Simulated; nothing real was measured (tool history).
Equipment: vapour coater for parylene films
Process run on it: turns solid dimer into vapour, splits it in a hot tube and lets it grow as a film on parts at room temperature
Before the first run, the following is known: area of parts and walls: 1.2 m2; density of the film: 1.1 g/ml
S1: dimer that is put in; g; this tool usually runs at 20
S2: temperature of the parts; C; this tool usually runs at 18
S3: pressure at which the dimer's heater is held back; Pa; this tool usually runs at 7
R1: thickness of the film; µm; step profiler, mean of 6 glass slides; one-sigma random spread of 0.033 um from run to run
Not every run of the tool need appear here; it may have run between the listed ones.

run   hour  S1  S2     S3     R1
  1      0  20  18      7   6.97
  2   27.3  13  18      7    4.5
  3     67  20  18      7   6.83
  4   89.7  20  18      7    6.9
  5  113.9  20  18      7   6.88
  6  153.6  20  13      7   7.66
  7  189.3  21  18      7   7.19
  8  210.4  21  18      7   7.22
     245.3  -- trap's valve overhauled
  9  254.5  21  18      7   7.18
 10  273.5  21  18      7   7.23
 11  297.9  20  18      7   6.86
 12  325.2  20  18      7   6.83
 13  350.9  20  18      7   6.81
 14  389.2  20  21      7   6.39
 15  406.7  20  18   3.88   7.34
 16  428.6  20  18   3.88   7.38
 17  456.5  20  18   3.88   7.35
 18    493  10  11   2.68   4.49
 19  519.4  10  11   2.68   4.47
     548.7  -- gauge calibrated
 20  558.8  20  18   9.57   6.66
 21  591.9  20  16      7   7.24
 22  629.7  29  21   8.38    9.2
 23  647.4  16  10   3.03   7.35
 24  665.8  26  19  10.66    8.2
 25  697.3  26  19  10.66   8.28
 26  722.8  20  15   4.84   7.68
 27  754.3  15  29   2.21   4.79
 28  774.8  12  15   3.46   4.85
     784.5  -- trap's valve overhauled
 29  819.4  12  15   3.46   4.84
 30  859.7  34  12   9.85  12.55
 31  888.4  34  29   2.53  10.65
 32  916.6  15  16   11.2   5.01
 33  947.2  21  24   7.99    6.2
 34  970.1  16  21   2.29   5.95

Forecast each of these 5 alternatives for the next run:
  A  1003.9  12  22  7.48   ?
  B  1003.9  16  24  2.29   ?
  C  1003.9  16  15  2.29   ?
  D  1003.9  16  21  2.19   ?
  E  1003.9  16  18  2.29   ?

run    R1
  A  3.67
  B  5.62
  C   6.8
  D  5.95
  E  6.35
The same runs, with their run-to-run variation unchanged, on a tool lacking any hidden condition would have given:
run    R1
  A  3.76
  B  5.76
  C  6.98
  D   6.1
  E  6.51
